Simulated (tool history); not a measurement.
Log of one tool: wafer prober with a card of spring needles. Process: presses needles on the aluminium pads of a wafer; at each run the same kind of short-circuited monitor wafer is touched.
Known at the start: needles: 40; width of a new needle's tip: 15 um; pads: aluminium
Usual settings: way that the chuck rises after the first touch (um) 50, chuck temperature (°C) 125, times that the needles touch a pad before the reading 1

run   hour  way that the chuck rises after the first touch (um)  chuck temperature (°C)  times that the needles touch a pad before the reading  resistance of one needle with its contact and lead (mohm)  way that a needle slides on the pad (um)
  1      0                                                   50                     125                                                      1                                                        247                                      6.81
       6.1  -- tips cleaned on abrasive film
      17.5  -- tips cleaned on abrasive film
  2   21.2                                                   50                     125                                                      1                                                        217                                      6.74
      29.1  -- tips cleaned on abrasive film
  3   39.5                                                   50                     125                                                      1                                                        278                                      6.73
      41.6  -- tips cleaned on abrasive film
  4   51.9                                                   50                     125                                                      1                                                        279                                      6.76
      54.1  -- tips cleaned on abrasive film
      65.7  -- tips cleaned on abrasive film
  5     68                                                   50                      58                                                      1                                                        190                                      6.73
      77.7  -- tips cleaned on abrasive film
  6   87.8                                                   50                      29                                                      1                                                        283                                       6.7
      89.2  -- tips cleaned on abrasive film
     102.5  -- tips cleaned on abrasive film
     114.2  -- tips cleaned on abrasive film
  7  115.2                                                   50                      29                                                      3                                                        145                                      6.69
     126.4  -- tips cleaned on abrasive film
     138.4  -- tips cleaned on abrasive film
  8  142.1                                                   60                     125                                                      1                                                        196                                      8.03
     149.9  -- tips cleaned on abrasive film
     161.7  -- tips cleaned on abrasive film
  9  171.9                                                   50                     125                                                      1                                                        289                                      6.68
     174.4  -- tips cleaned on abrasive film
     186.6  -- tips cleaned on abrasive film
 10    189                                                   50                     125                                                      1                                                        207                                      6.64
     198.9  -- tips cleaned on abrasive film
 11  204.3                                                   50                     125                                                      2                                                        216                                      6.58
     210.5  -- tips cleaned on abrasive film
     223.4  -- tips cleaned on abrasive film
 12  226.7                                                   50                     125                                                      2                                                        197                                      6.61
       236  -- tips cleaned on abrasive film
 13  245.2                                                   50                     125                                                      1                                                        289                                      6.57
       248  -- tips cleaned on abrasive film
     259.8  -- tips cleaned on abrasive film
 14  266.2                                                   50                     125                                                      1                                                        259                                      6.57
     271.6  -- tips cleaned on abrasive film
       283  -- tips cleaned on abrasive film
     294.7  -- tips cleaned on abrasive film
 15  294.7                                                   50                     125                                                      1                                                        166                                      6.54
     307.4  -- tips cleaned on abrasive film
 16  311.5                                                   50                     125                                                      1                                                        234                                      6.57
     319.4  -- tips cleaned on abrasive film
 17  325.7                                                   50                     125                                                      1                                                        266                                      6.59
     332.6  -- tips cleaned on abrasive film
     344.1  -- tips cleaned on abrasive film
 18  352.6                                                   39                      28                                                      1                                                        391                                      5.09
     356.7  -- tips cleaned on abrasive film
 19  367.6                                                   63                      48                                                      1                                                        244                                      8.29
     369.9  -- tips cleaned on abrasive film
     383.1  -- tips cleaned on abrasive film
 20  384.1                                                   35                      98                                                      1                                                        250                                      4.44
     395.7  -- tips cleaned on abrasive film
 21  404.5                                                   50                      72                                                      1                                                        278                                       6.5
     407.3  -- tips cleaned on abrasive film
     419.7  -- tips cleaned on abrasive film
 22  428.7                                                   46                      26                                                      2                                                        250                                      5.94
     432.9  -- tips cleaned on abrasive film
     444.5  -- tips cleaned on abrasive film
     455.8  -- tips cleaned on abrasive film
 23  455.8                                                   49                     125                                                      2                                                        164                                      6.32
     468.1  -- tips cleaned on abrasive film
 24  468.3                                                   50                     125                                                      3                                                        160                                      6.47
     480.8  -- tips cleaned on abrasive film
       493  -- tips cleaned on abrasive film
 25  495.9                                                   50                     125                                                      3                                                        181                                       6.4
     504.7  -- tips cleaned on abrasive film
     516.9  -- tips cleaned on abrasive film
 26  516.9                                                   43                      98                                                      2                                                        173                                       5.5
     522.6  -- height of the first contact set anew
     529.7  -- tips cleaned on abrasive film
 27  534.8                                                   60                      73                                                      3                                                        159                                      8.15
     541.8  -- tips cleaned on abrasive film
     554.3  -- tips cleaned on abrasive film
 28  557.2                                                   60                      73                                                      3                                                        154                                      8.11
     566.1  -- tips cleaned on abrasive film
     577.6  -- tips cleaned on abrasive film
 29  584.3                                                   60                      73                                                      3                                                        170                                      8.06
     589.3  -- tips cleaned on abrasive film
     601.8  -- tips cleaned on abrasive film
 30  606.4                                                   61                      90                                                      2                                                        182                                      8.18

Hidden state or all else? Some run-to-run changes of resistance of one needle with its contact and lead (mohm), split into what the settings, what came in and random variation would give without the hidden state, and what is left for the hidden state (with any gauge scatter that isn't in both results):
The hidden state here: debris on the tips, nm; way that the needles fall short of the set height, um; tips' diameter, um; drift of the gauge itself on contact_mohm, %; drift of the gauge itself on scrub_um, %.
Run 6 -> 7: times that the needles touch a pad before the reading 1 -> 3, tips cleaned on abrasive film, tips cleaned on abrasive film, tips cleaned on abrasive film. resistance of one needle with its contact and lead (mohm) -138: hidden state -139, all else +1.
Run 17 -> 18: way that the chuck rises after the first touch (um) 50 -> 39, chuck temperature (°C) 125 -> 28, tips cleaned on abrasive film, tips cleaned on abrasive film. resistance of one needle with its contact and lead (mohm) +125: hidden state +139, all else -14.
Run 18 -> 19: way that the chuck rises after the first touch (um) 39 -> 63, chuck temperature (°C) 28 -> 48, tips cleaned on abrasive film. resistance of one needle with its contact and lead (mohm) -147: hidden state -137, all else -10.

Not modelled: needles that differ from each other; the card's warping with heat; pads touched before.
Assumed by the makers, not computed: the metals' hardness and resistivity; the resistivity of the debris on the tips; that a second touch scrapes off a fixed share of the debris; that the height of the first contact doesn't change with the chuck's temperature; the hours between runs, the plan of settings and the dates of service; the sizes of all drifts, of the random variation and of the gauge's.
